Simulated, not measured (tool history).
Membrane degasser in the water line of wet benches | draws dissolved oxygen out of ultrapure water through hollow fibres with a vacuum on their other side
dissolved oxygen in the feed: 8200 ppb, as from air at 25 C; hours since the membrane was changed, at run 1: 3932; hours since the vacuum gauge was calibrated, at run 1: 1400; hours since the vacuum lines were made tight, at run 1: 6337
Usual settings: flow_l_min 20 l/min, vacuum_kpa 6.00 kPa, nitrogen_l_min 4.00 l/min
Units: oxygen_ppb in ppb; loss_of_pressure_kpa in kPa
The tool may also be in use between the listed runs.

run	hour	flow_l_min	vacuum_kpa	nitrogen_l_min	hours since the membrane was changed	hours since the vacuum gauge was calibrated	hours since the vacuum lines were made tight	oxygen_ppb	loss_of_pressure_kpa
1	0.0	20	6.00	4.00	3932	1400	6337	67.0	32.27
2	242.9	20	6.00	4.00	4175	1643	6580	66.1	32.05
3	416.6	12	6.00	4.00	4348	1816	6753	23.3	19.06
# hour 567.6: seals of the vacuum lines changed
4	774.8	20	6.00	4.00	4704	2172	207	66.5	32.18
5	1091.2	20	6.00	4.00	5021	2489	524	65.6	32.10
6	1274.0	20	6.00	4.00	5204	2672	706	67.1	32.41
7	1490.6	20	6.00	4.00	5420	2888	923	65.8	32.36
8	1787.2	20	6.00	4.00	5717	3185	1220	66.7	32.05
9	2070.3	20	6.00	4.00	6000	3468	1503	67.7	32.42
10	2239.3	20	6.00	4.00	6169	3637	1672	67.7	32.04
11	2544.3	20	6.00	4.00	6474	3942	1977	67.0	32.64
12	2810.7	20	6.00	4.00	6740	4208	2243	66.7	32.19
13	3096.8	20	6.00	4.00	7026	4494	2529	66.9	32.48
# hour 3126.9: vacuum gauge calibrated
14	3433.4	20	8.07	4.00	7363	306	2865	92.8	32.36
15	3725.9	20	8.07	4.00	7655	599	3158	90.3	32.69
16	3999.8	20	7.71	1.87	7929	873	3432	145.9	32.37
17	4213.2	26	5.15	5.80	8142	1086	3645	107.7	42.05
18	4567.0	26	5.15	5.80	8496	1440	3999	107.3	42.39
19	4781.2	21	8.71	2.33	8710	1654	4213	153.5	34.39
20	5067.3	21	8.71	2.33	8997	1940	4499	154.0	34.17

Forecast run 21:
21	5402.6	21	8.71	2.33	9332	2276	4835	?	?

Run 21 gave oxygen_ppb 156.5 ppb, loss_of_pressure_kpa 34.47 kPa.
Without the tool's hidden state the same run would have given oxygen_ppb 156.3 ppb, loss_of_pressure_kpa 33.94 kPa.

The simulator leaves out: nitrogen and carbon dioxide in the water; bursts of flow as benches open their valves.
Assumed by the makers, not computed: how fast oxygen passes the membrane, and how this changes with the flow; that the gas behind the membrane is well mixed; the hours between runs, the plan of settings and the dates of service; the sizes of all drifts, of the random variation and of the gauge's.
